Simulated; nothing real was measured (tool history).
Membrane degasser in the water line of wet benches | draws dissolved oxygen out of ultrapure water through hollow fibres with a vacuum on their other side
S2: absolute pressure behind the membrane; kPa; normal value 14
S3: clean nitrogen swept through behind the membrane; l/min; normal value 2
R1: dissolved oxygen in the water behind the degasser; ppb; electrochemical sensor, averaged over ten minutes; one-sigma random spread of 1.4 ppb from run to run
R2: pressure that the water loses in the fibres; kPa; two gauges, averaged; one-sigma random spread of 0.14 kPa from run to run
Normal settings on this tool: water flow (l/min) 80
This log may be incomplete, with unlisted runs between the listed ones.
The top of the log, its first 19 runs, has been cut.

run 20 hour=1580.4 | water_flow_(l/min)=80 S2=16.7 S3=4.71 | R1=530 R2=39.91
run 21 hour=1671.2 | water_flow_(l/min)=93 S2=14 S3=2.23 | R1=894.6 R2=46.88
-- hour=1681.2 vacuum gauge calibrated
run 22 hour=1768.8 | water_flow_(l/min)=93 S2=20.7 S3=2.67 | R1=1182.4 R2=46.33
run 23 hour=1829.7 | water_flow_(l/min)=74 S2=33.2 S3=2.04 | R1=1840.6 R2=37.08
run 24 hour=1882.7 | water_flow_(l/min)=74 S2=33.2 S3=2.04 | R1=1845.5 R2=37.01
run 25 hour=1998.8 | water_flow_(l/min)=80 S2=17.4 S3=0.9 | R1=1791.6 R2=39.9
run 26 hour=2111.3 | water_flow_(l/min)=80 S2=17.4 S3=0.9 | R1=1791.2 R2=39.84
run 27 hour=2163.3 | water_flow_(l/min)=80 S2=17.4 S3=0.9 | R1=1792.9 R2=39.98
run 28 hour=2268.1 | water_flow_(l/min)=80 S2=15.3 S3=2.59 | R1=777.5 R2=40.13
-- hour=2303.6 vacuum gauge calibrated, once more
run 29 hour=2346.5 | water_flow_(l/min)=128 S2=12.7 S3=2 | R1=1147 R2=64.23
run 30 hour=2442.7 | water_flow_(l/min)=128 S2=29.3 S3=1.49 | R1=2843.9 R2=64.04
run 31 hour=2522.2 | water_flow_(l/min)=128 S2=28.1 S3=2.89 | R1=1898.1 R2=64.24
run 32 hour=2582 | water_flow_(l/min)=128 S2=28.1 S3=2.89 | R1=1905.1 R2=64.4
run 33 hour=2685 | water_flow_(l/min)=87 S2=12 S3=2 | R1=747.6 R2=43.5

Predict each of these 3 candidate next runs independently; none follows another, all start after run 33:
run A hour=2797.5 | water_flow_(l/min)=92 S2=12.7 S3=2 | R1=? R2=?
run B hour=2797.5 | water_flow_(l/min)=87 S2=12 S3=1.22 | R1=? R2=?
run C hour=2797.5 | water_flow_(l/min)=59 S2=19.9 S3=1.7 | R1=? R2=?

run=A R1=840.3 R2=46.12
run=B R1=1033.1 R2=43.79
run=C R1=1072.4 R2=29.48
Had the tool no hidden state, the same runs would have come out as:
run=A R1=834.2 R2=45.22
run=B R1=1028 R2=42.94
run=C R1=1070.1 R2=28.91
